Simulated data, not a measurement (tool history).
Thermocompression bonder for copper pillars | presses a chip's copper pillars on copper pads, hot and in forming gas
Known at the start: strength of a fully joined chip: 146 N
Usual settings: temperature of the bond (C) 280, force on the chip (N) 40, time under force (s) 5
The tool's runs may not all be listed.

run   hour  temperature of the bond (C)  force on the chip (N)  time under force (s)  force that shears a chip off (N)
  1    0.0                          280                     40                     5                              67.3
  2   31.4                          280                     40                     5                              66.7
  3   66.4                          276                     40                     5                              63.5
  4   84.0                          276                     40                     5                              63.5
  5  121.3                          276                     40                     5                              63.4
  6  141.5                          280                     40                     5                              66.7
  7  163.5                          280                     40                     5                              67.4
  8  194.6                          280                     40                     5                              67.3
  9  227.3                          280                     40                     4                              60.9
 10  258.7                          280                     40                     4                              61.6
 11  274.0                          280                     40                     5                              67.0
 12  299.2                          280                     40                     5                              66.1
 13  327.7                          280                     36                     5                              61.4
 14  354.8                          280                     36                     5                              62.1
 15  387.8                          280                     36                     5                              61.7
 16  411.0                          280                     36                     5                              61.7
 17  438.2                          280                     36                     3                              50.5
 18  463.8                          280                     36                     3                              50.9
     467.2  -- force cell calibrated
 19  485.1                          280                     36                     3                              52.1
 20  511.6                          284                     32                    10                              76.9
     519.7  -- forming gas filter changed
 21  536.2                          284                     32                    10                              83.3
 22  569.4                          258                     41                    13                              77.3
 23  603.0                          283                     47                     6                              89.1
 24  638.9                          258                     57                     5                              69.8
 25  669.1                          299                     24                     4                              58.8
     681.1  -- force cell calibrated, once more
 26  690.9                          255                     24                     4                              27.4
 27  714.5                          295                     40                    13                             106.8
 28  739.1                          295                     40                    13                             105.7
 29  775.9                          295                     40                    13                             107.6
 30  803.7                          293                     32                     5                              69.4
 31  834.1                          258                     27                     6                              38.3
 32  850.7                          302                     32                    14                             102.3
 33  886.2                          302                     32                    14                             101.8
 34  911.7                          302                     32                    14                             101.7
 35  927.5                          250                     32                    15                              56.6
 36  950.1                          280                     40                     3                              56.6
 37  973.2                          305                     40                    10                             107.0

The same runs without the tool's hidden state, with the same run-to-run variation:
The hidden state here: true temperature of the bond over the reading, C; force that reaches the chip, % of what is set; oxide that the forming gas leaves, % of the face; drift of the gauge itself on shear_n, %.
run  force that shears a chip off (N)
  1                              63.2
  2                              62.6
  3                              59.4
  4                              59.4
  5                              59.2
  6                              62.5
  7                              63.2
  8                              63.0
  9                              56.8
 10                              57.4
 11                              62.7
 12                              61.9
 13                              57.2
 14                              57.8
 15                              57.5
 16                              57.5
 17                              46.5
 18                              46.9
 19                              47.4
 20                              71.9
 21                              72.2
 22                              66.0
 23                              77.9
 24                              58.9
 25                              49.8
 26                              23.9
 27                             101.6
 28                             100.7
 29                             102.6
 30                              63.6
 31                              33.6
 32                              97.7
 33                              97.4
 34                              97.4
 35                              50.1
 36                              50.9
 37                             103.8
